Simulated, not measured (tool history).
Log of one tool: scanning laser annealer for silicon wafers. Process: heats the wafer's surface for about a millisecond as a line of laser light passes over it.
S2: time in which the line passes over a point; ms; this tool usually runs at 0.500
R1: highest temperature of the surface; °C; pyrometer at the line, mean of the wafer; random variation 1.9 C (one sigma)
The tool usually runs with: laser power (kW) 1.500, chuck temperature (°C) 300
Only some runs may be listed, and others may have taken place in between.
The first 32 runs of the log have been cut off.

run 33 hour=490.6 | laser_power_(kW)=1.500 S2=0.500 chuck_temperature_(°C)=336 | R1=1118
run 34 hour=505.2 | laser_power_(kW)=1.500 S2=0.366 chuck_temperature_(°C)=310 | R1=988
run 35 hour=515.6 | laser_power_(kW)=1.472 S2=0.437 chuck_temperature_(°C)=318 | R1=1038
run 36 hour=529.1 | laser_power_(kW)=1.472 S2=0.437 chuck_temperature_(°C)=318 | R1=1042
run 37 hour=547.1 | laser_power_(kW)=1.357 S2=0.500 chuck_temperature_(°C)=293 | R1=1005
run 38 hour=559.9 | laser_power_(kW)=1.357 S2=0.494 chuck_temperature_(°C)=276 | R1=984
run 39 hour=568.8 | laser_power_(kW)=1.357 S2=0.494 chuck_temperature_(°C)=276 | R1=986
run 40 hour=588.9 | laser_power_(kW)=1.357 S2=0.494 chuck_temperature_(°C)=276 | R1=986

Consider 3 possible next runs. They are alternatives, not a sequence: every one starts from the tool as it was left by run 40. What does each give?
run A hour=599.2 | laser_power_(kW)=1.579 S2=0.618 chuck_temperature_(°C)=302 | R1=?
run B hour=599.2 | laser_power_(kW)=1.500 S2=0.547 chuck_temperature_(°C)=273 | R1=?
run C hour=599.2 | laser_power_(kW)=1.500 S2=0.500 chuck_temperature_(°C)=281 | R1=?

run=A R1=1205
run=B R1=1086
run=C R1=1062
Without the tool's unlogged condition, the same runs would have read:
run=A R1=1213
run=B R1=1093
run=C R1=1068
